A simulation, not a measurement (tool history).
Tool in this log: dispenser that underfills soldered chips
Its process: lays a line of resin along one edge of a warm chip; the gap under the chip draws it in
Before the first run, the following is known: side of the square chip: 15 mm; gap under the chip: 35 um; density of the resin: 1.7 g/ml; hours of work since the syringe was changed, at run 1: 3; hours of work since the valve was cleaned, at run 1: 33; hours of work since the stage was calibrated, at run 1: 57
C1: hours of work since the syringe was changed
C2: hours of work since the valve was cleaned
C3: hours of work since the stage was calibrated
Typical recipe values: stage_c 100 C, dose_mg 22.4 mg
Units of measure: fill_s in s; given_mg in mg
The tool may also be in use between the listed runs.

{"run": 1, "hour": 0.0, "stage_c": 100, "dose_mg": 22.4, "C1": 3, "C2": 33, "C3": 57, "fill_s": 209.8, "given_mg": 21.92}
{"hour": 10.2, "done": "new syringe of resin"}
{"run": 2, "hour": 10.2, "stage_c": 100, "dose_mg": 23.1, "C1": 0, "C2": 40, "C3": 64, "fill_s": 166, "given_mg": 22.47}
{"run": 3, "hour": 18.0, "stage_c": 100, "dose_mg": 19.5, "C1": 5, "C2": 45, "C3": 69, "fill_s": 253.8, "given_mg": 18.7}
{"run": 4, "hour": 22.7, "stage_c": 100, "dose_mg": 19.1, "C1": 9, "C2": 49, "C3": 72, "fill_s": 326.3, "given_mg": 18.37}
{"hour": 24.6, "done": "new syringe of resin"}
{"run": 5, "hour": 32.9, "stage_c": 100, "dose_mg": 19.1, "C1": 6, "C2": 55, "C3": 79, "fill_s": 269, "given_mg": 18.63}
{"hour": 38.9, "done": "new syringe of resin"}
{"run": 6, "hour": 38.9, "stage_c": 100, "dose_mg": 19.1, "C1": 0, "C2": 59, "C3": 83, "fill_s": 169.2, "given_mg": 18.41}
{"run": 7, "hour": 47.9, "stage_c": 100, "dose_mg": 19.1, "C1": 6, "C2": 65, "C3": 89, "fill_s": 269.8, "given_mg": 18.08}
{"run": 8, "hour": 52.5, "stage_c": 96, "dose_mg": 22.4, "C1": 9, "C2": 69, "C3": 92, "fill_s": 377.3, "given_mg": 21.34}
{"hour": 53.6, "done": "new syringe of resin"}
{"run": 9, "hour": 60.7, "stage_c": 112, "dose_mg": 22.4, "C1": 5, "C2": 74, "C3": 98, "fill_s": 163.6, "given_mg": 21.23}
{"run": 10, "hour": 66.0, "stage_c": 100, "dose_mg": 22.4, "C1": 8, "C2": 78, "C3": 101, "fill_s": 316.1, "given_mg": 21.33}
{"hour": 68.0, "done": "new syringe of resin"}
{"run": 11, "hour": 70.8, "stage_c": 110, "dose_mg": 22.4, "C1": 2, "C2": 81, "C3": 104, "fill_s": 139.5, "given_mg": 21.3}
{"run": 12, "hour": 80.9, "stage_c": 110, "dose_mg": 22.4, "C1": 9, "C2": 88, "C3": 111, "fill_s": 232.8, "given_mg": 21.27}
{"hour": 82.1, "done": "new syringe of resin"}
{"run": 13, "hour": 87.2, "stage_c": 110, "dose_mg": 22.4, "C1": 3, "C2": 92, "C3": 115, "fill_s": 159.7, "given_mg": 20.98}
{"run": 14, "hour": 94.1, "stage_c": 110, "dose_mg": 27, "C1": 8, "C2": 96, "C3": 120, "fill_s": 217, "given_mg": 25.19}
{"hour": 96.2, "done": "new syringe of resin"}
{"run": 15, "hour": 104.0, "stage_c": 110, "dose_mg": 27, "C1": 5, "C2": 103, "C3": 127, "fill_s": 180.2, "given_mg": 25.17}
{"hour": 110.4, "done": "new syringe of resin"}
{"run": 16, "hour": 110.7, "stage_c": 110, "dose_mg": 27, "C1": 0, "C2": 107, "C3": 131, "fill_s": 121.1, "given_mg": 25.1}
{"run": 17, "hour": 115.2, "stage_c": 100, "dose_mg": 22.4, "C1": 3, "C2": 111, "C3": 134, "fill_s": 216.1, "given_mg": 20.75}
{"hour": 124.6, "done": "new syringe of resin"}
{"run": 18, "hour": 125.1, "stage_c": 100, "dose_mg": 22.4, "C1": 0, "C2": 117, "C3": 141, "fill_s": 168.8, "given_mg": 20.76}
{"hour": 127.8, "done": "dispensing valve cleaned and set on the balance"}
{"run": 19, "hour": 135.1, "stage_c": 111, "dose_mg": 26.7, "C1": 7, "C2": 5, "C3": 147, "fill_s": 188.4, "given_mg": 26.51}
{"hour": 140.1, "done": "new syringe of resin"}
{"run": 20, "hour": 144.8, "stage_c": 111, "dose_mg": 21.2, "C1": 3, "C2": 11, "C3": 153, "fill_s": 150.8, "given_mg": 21.07}
{"run": 21, "hour": 149.4, "stage_c": 111, "dose_mg": 21.2, "C1": 6, "C2": 15, "C3": 156, "fill_s": 188.2, "given_mg": 21.27}
{"run": 22, "hour": 153.6, "stage_c": 111, "dose_mg": 21.2, "C1": 9, "C2": 17, "C3": 159, "fill_s": 225.4, "given_mg": 21.03}
{"hour": 154.6, "done": "new syringe of resin"}
{"run": 23, "hour": 160.4, "stage_c": 94, "dose_mg": 27.3, "C1": 4, "C2": 22, "C3": 164, "fill_s": 264.3, "given_mg": 27.02}
{"run": 24, "hour": 166.3, "stage_c": 105, "dose_mg": 22.4, "C1": 8, "C2": 26, "C3": 168, "fill_s": 256.8, "given_mg": 22.22}
{"hour": 168.6, "done": "new syringe of resin"}
{"run": 25, "hour": 171.4, "stage_c": 88, "dose_mg": 28.1, "C1": 2, "C2": 29, "C3": 171, "fill_s": 290.3, "given_mg": 27.47}
{"run": 26, "hour": 178.4, "stage_c": 91, "dose_mg": 22.4, "C1": 7, "C2": 34, "C3": 176, "fill_s": 371.4, "given_mg": 21.93}
{"hour": 183.1, "done": "new syringe of resin"}
{"run": 27, "hour": 186.0, "stage_c": 111, "dose_mg": 25, "C1": 2, "C2": 39, "C3": 181, "fill_s": 132.6, "given_mg": 24.56}
{"run": 28, "hour": 191.3, "stage_c": 97, "dose_mg": 26, "C1": 6, "C2": 43, "C3": 184, "fill_s": 269.8, "given_mg": 25.36}
{"run": 29, "hour": 196.3, "stage_c": 100, "dose_mg": 23.8, "C1": 9, "C2": 46, "C3": 188, "fill_s": 322.1, "given_mg": 23.18}
{"hour": 197.5, "done": "new syringe of resin"}
{"run": 30, "hour": 201.8, "stage_c": 99, "dose_mg": 22.1, "C1": 3, "C2": 50, "C3": 191, "fill_s": 209.4, "given_mg": 21.67}
{"run": 31, "hour": 211.1, "stage_c": 98, "dose_mg": 23.9, "C1": 9, "C2": 56, "C3": 198, "fill_s": 350.2, "given_mg": 23.03}
{"hour": 211.9, "done": "new syringe of resin"}
{"run": 32, "hour": 216.6, "stage_c": 97, "dose_mg": 22.3, "C1": 3, "C2": 60, "C3": 201, "fill_s": 228.6, "given_mg": 21.57}
{"run": 33, "hour": 223.4, "stage_c": 98, "dose_mg": 21.2, "C1": 8, "C2": 64, "C3": 206, "fill_s": 319.1, "given_mg": 20.41}
{"hour": 226.7, "done": "new syringe of resin"}
{"run": 34, "hour": 229.3, "stage_c": 98, "dose_mg": 21.2, "C1": 2, "C2": 68, "C3": 210, "fill_s": 205, "given_mg": 20.48}
{"run": 35, "hour": 236.6, "stage_c": 98, "dose_mg": 22.4, "C1": 7, "C2": 73, "C3": 215, "fill_s": 289.1, "given_mg": 21.3}

Below, some changes in fill_s between adjacent runs. For each, the amount present without the hidden state too (settings, incoming material, random variation) and the amount remaining for the hidden state with gauge scatter not shared by both compared results:
What the log doesn't record here: resin's viscosity, % of fresh resin's; dose that the valve gives, % of what is set; true chip temperature over the reading, C; drift of the gauge itself on fill_s, %; drift of the gauge itself on given_mg, %.
Run 8 -> 9: stage_c 96 -> 112, new syringe of resin. fill_s -213.7 s: hidden state -134.6, all else -79.1.
Run 10 -> 11: stage_c 100 -> 110, new syringe of resin. fill_s -176.6 s: hidden state -129.2, all else -47.4.
Run 26 -> 27: stage_c 91 -> 111, dose_mg 22.4 -> 25, new syringe of resin. fill_s -238.8 s: hidden state -126.1, all else -112.7.
Run 30 -> 31: stage_c 99 -> 98, dose_mg 22.1 -> 23.9. fill_s +140.8 s: hidden state +132.9, all else +7.9.
